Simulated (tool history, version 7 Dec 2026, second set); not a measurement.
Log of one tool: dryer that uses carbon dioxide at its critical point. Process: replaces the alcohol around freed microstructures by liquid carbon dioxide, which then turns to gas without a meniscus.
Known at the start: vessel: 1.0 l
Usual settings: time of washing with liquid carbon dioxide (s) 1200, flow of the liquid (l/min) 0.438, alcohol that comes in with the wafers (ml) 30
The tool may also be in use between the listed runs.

run,hour,time of washing with liquid carbon dioxide (s),flow of the liquid (l/min),alcohol that comes in with the wafers (ml),alcohol left in the vessel before it's heated (ppm by volume)
1,0.0,1200,0.438,30,92
2,32.3,1200,0.438,30,98
3,59.8,1200,0.438,30,100
4,92.8,1200,0.438,30,109
5,125.4,1200,0.438,30,105
6,143.4,1200,0.438,74,171
7,160.9,1200,0.438,74,171
8,190.7,1200,0.603,30,91
9,223.6,1200,0.603,30,97
10,254.5,1200,0.438,30,135
11,272.1,1200,0.438,30,133
12,297.1,1200,0.438,30,142
13,323.4,1020,0.582,41,116
14,353.4,1440,0.298,66,460
# hour 362.0: inlet filter changed
15,384.8,1380,0.298,32,217
16,402.6,1200,0.405,46,163
17,424.8,1200,0.405,62,185
18,449.3,1200,0.405,62,204
19,488.2,1080,0.389,100,444
20,525.4,1080,0.389,100,457
21,556.5,1680,0.329,104,187
22,577.1,1020,0.267,26,834
23,602.0,1020,0.351,26,356
24,630.3,1020,0.351,26,339

5 ways to go on from here, each from the tool as it stands after run 24. What would each give?
A,657.9,1140,0.353,43,?
B,657.9,1800,0.602,65,?
C,657.9,1560,0.433,26,?
D,657.9,1020,0.344,26,?
E,657.9,1200,0.309,38,?

run,alcohol left in the vessel before it's heated (ppm by volume)
A,328
B,133
C,126
D,386
E,419
Without the tool's hidden state the same runs would have given:
run,alcohol left in the vessel before it's heated (ppm by volume)
A,163
B,6
C,0
D,217
E,242
